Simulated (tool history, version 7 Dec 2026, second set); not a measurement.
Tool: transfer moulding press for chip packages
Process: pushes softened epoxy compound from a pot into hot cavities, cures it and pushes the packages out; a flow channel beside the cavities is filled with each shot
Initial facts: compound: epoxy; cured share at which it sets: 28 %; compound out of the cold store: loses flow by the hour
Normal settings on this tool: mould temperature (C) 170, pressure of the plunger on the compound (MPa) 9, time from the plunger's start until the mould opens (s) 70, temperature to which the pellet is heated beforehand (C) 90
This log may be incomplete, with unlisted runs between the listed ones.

run     day  mould temperature (C)  pressure of the plunger on the compound (MPa)  time from the plunger's start until the mould opens (s)  temperature to which the pellet is heated beforehand (C)  incoming compound's hours out of the cold store  length that the compound runs in the flow channel (mm)  greatest force on the pins that push the packages out (N)
  1       0                    170                                              9                                                       70                                                        90                                             20.2                                                     847                                                        613
  2   1.196                    177                                              9                                                       70                                                        90                                             44.1                                                     719                                                        413
      1.338  -- cavities cleaned with cleaning compound and waxed
      2.504  -- plunger's sealing rings changed
  3   2.529                    170                                           8.18                                                       70                                                        90                                             26.9                                                     782                                                        634
      2.942  -- cavities cleaned with cleaning compound and waxed
  4     3.8                    170                                           8.18                                                       70                                                        90                                               34                                                     751                                                        628
      4.404  -- cavities cleaned with cleaning compound and waxed
  5   4.783                    170                                              9                                                       70                                                        90                                             22.7                                                     832                                                        666
      5.829  -- cavities cleaned with cleaning compound and waxed
  6   5.896                    170                                              9                                                       59                                                        90                                               36                                                     777                                                        925
  7   6.492                    170                                              9                                                       70                                                        90                                             22.2                                                     846                                                        637
       7.35  -- cavities cleaned with cleaning compound and waxed
  8   7.483                    170                                              9                                                       70                                                        90                                             24.2                                                     829                                                        635
  9   8.133                    170                                              9                                                       70                                                        90                                             18.3                                                     864                                                        658
      8.788  -- cavities cleaned with cleaning compound and waxed
 10   9.538                    170                                              9                                                       70                                                        90                                             22.4                                                     846                                                        642
      9.808  -- mould's thermocouples calibrated
     10.371  -- cavities cleaned with cleaning compound and waxed
 11  10.567                    170                                              9                                                       70                                                        90                                             29.2                                                     802                                                        614
 12  11.671                    170                                              9                                                       70                                                        90                                             36.1                                                     786                                                        619
     11.829  -- cavities cleaned with cleaning compound and waxed
 13  12.396                    170                                           9.76                                                       70                                                        90                                               23                                                     870                                                        660
     13.312  -- cavities cleaned with cleaning compound and waxed
 14  13.846                    170                                           9.76                                                       70                                                        90                                             27.4                                                     840                                                        647
 15  14.458                    175                                           7.04                                                       59                                                        83                                             38.5                                                     664                                                        719
     14.808  -- cavities cleaned with cleaning compound and waxed
 16   15.55                    170                                              9                                                       70                                                        85                                             17.6                                                     871                                                        657
     16.338  -- cavities cleaned with cleaning compound and waxed
 17  16.433                    170                                              9                                                       70                                                        85                                             13.7                                                     887                                                        668
 18  17.692                    170                                              9                                                       70                                                        85                                             26.4                                                     819                                                        637
     17.854  -- cavities cleaned with cleaning compound and waxed
 19  18.558                    170                                              9                                                       91                                                        88                                             25.6                                                     832                                                        389
 20  19.212                    174                                              9                                                       91                                                        95                                             41.6                                                     747                                                        378
     19.438  -- plunger's sealing rings changed
       19.5  -- cavities cleaned with cleaning compound and waxed
 21  20.688                    174                                              9                                                       91                                                        95                                             34.4                                                     776                                                        385
     20.938  -- cavities cleaned with cleaning compound and waxed
 22  21.429                    176                                           7.82                                                       65                                                        95                                             17.5                                                     793                                                        527
     22.375  -- cavities cleaned with cleaning compound and waxed
 23  22.679                    162                                           8.45                                                       65                                                        95                                             43.1                                                     740                                                       1169
     23.862  -- cavities cleaned with cleaning compound and waxed
 24  23.908                    162                                           8.45                                                       65                                                        95                                             44.1                                                     728                                                       1178
     25.325  -- cavities cleaned with cleaning compound and waxed
 25  25.358                    172                                           7.28                                                       70                                                        81                                             45.4                                                     655                                                        540
 26  26.533                    172                                           7.28                                                       70                                                        81                                               36                                                     688                                                        555

Forecast each of these 4 alternatives for the next run:
     26.8  -- cavities cleaned with cleaning compound and waxed
  A  27.5                    171                                           8.19                                                       70                                                        90                                               25                                                       ?                                                          ?
     26.8  -- cavities cleaned with cleaning compound and waxed
  B  27.5                    172                                              9                                                       89                                                        97                                             32.9                                                       ?                                                          ?
     26.8  -- cavities cleaned with cleaning compound and waxed
  C  27.5                    170                                          10.08                                                       70                                                        90                                             26.5                                                       ?                                                          ?
     26.8  -- cavities cleaned with cleaning compound and waxed
  D  27.5                    172                                          10.21                                                      107                                                        90                                             30.7                                                       ?                                                          ?

run  length that the compound runs in the flow channel (mm)  greatest force on the pins that push the packages out (N)
  A                                                     785                                                        583
  B                                                     786                                                        392
  C                                                     859                                                        619
  D                                                     843                                                        363
What these runs would have given with no unlogged condition in the tool:
run  length that the compound runs in the flow channel (mm)  greatest force on the pins that push the packages out (N)
  A                                                     785                                                        578
  B                                                     787                                                        389
  C                                                     859                                                        614
  D                                                     844                                                        359

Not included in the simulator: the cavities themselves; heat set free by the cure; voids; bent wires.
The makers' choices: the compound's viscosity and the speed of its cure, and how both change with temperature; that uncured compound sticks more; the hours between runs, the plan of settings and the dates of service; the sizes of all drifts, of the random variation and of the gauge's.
